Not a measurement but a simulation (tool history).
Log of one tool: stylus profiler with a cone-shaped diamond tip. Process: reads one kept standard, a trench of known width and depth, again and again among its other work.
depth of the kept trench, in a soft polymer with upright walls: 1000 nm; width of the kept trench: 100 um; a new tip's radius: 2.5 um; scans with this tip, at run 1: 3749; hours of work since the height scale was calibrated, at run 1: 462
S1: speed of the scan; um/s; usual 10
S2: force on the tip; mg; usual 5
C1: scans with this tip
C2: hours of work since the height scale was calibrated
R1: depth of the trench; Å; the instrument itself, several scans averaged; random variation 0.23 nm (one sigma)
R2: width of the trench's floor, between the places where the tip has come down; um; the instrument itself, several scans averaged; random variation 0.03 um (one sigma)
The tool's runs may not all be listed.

run   hour  S1     S2    C1   C2       R1     R2
  1      0  10      5  3749  462  10223.2  95.05
  2   12.4  10      5  3816  471  10218.4  95.03
  3   25.8  14      5  3890  480  10219.8  95.04
  4   44.2  10      5  3990  492  10221.7  95.06
  5     53  10      5  4038  498  10224.7     95
  6   66.8  10      5  4113  507  10224.1  94.97
  7   79.4  10      5  4182  516  10222.7     95
  8   94.2  10      5  4263  526  10224.6  94.93
  9  111.6   7      5  4358  538  10227.7  94.95
 10  124.1  12      5  4426  546  10226.3   94.9
 11    134  18      5  4479  553    10224  94.87
 12  144.6  18      5  4537  560  10225.9  94.92
 13  157.4  18    1.9  4607  568  10126.3  94.84
 14  174.7   4  10.16  4702  580  10352.9  94.87
 15  184.7   4   3.16  4756  587  10173.6  94.85
 16  193.3  23   7.56  4803  593  10293.3  94.78
 17  208.7  19      5  4887  603  10228.9  94.77
 18  223.7   9   14.1  4969  613  10435.3  94.79
 19  231.7  21   2.18  5012  618  10142.4  94.75
 20  239.8  18    4.4  5057  624  10218.1  94.74
 21  249.9   3   9.71  5112  631  10344.3  94.74
 22  267.6  10    3.2  5208  643  10176.3   94.7
 23  283.3   7   4.67  5294  653  10225.5  94.71
 24    293  10   4.39  5347  660    10213  94.67
 25  300.9  10   1.93  5390  665  10136.6  94.64
 26  311.2   2  12.95  5446  672  10416.9  94.65

Hidden state or all else? Some run-to-run changes of R1, split into what the settings, what came in and random variation would give without the hidden state, and what is left for the hidden state (with any gauge scatter that isn't in both results):
The hidden state here: radius of the tip, um; height scale over the true one, %; drift of the gauge itself on depth_nm, %; drift of the gauge itself on floor_um, %.
Run 17 -> 18: S1 19 -> 9, S2 5 -> 14.1. R1 +206.4 Å: hidden state +1.1, all else +205.3.
Run 18 -> 19: S1 9 -> 21, S2 14.1 -> 2.18. R1 -292.9 Å: hidden state -0.5, all else -292.4.
Run 25 -> 26: S1 10 -> 2, S2 1.93 -> 12.95. R1 +280.3 Å: hidden state +1.1, all else +279.2.
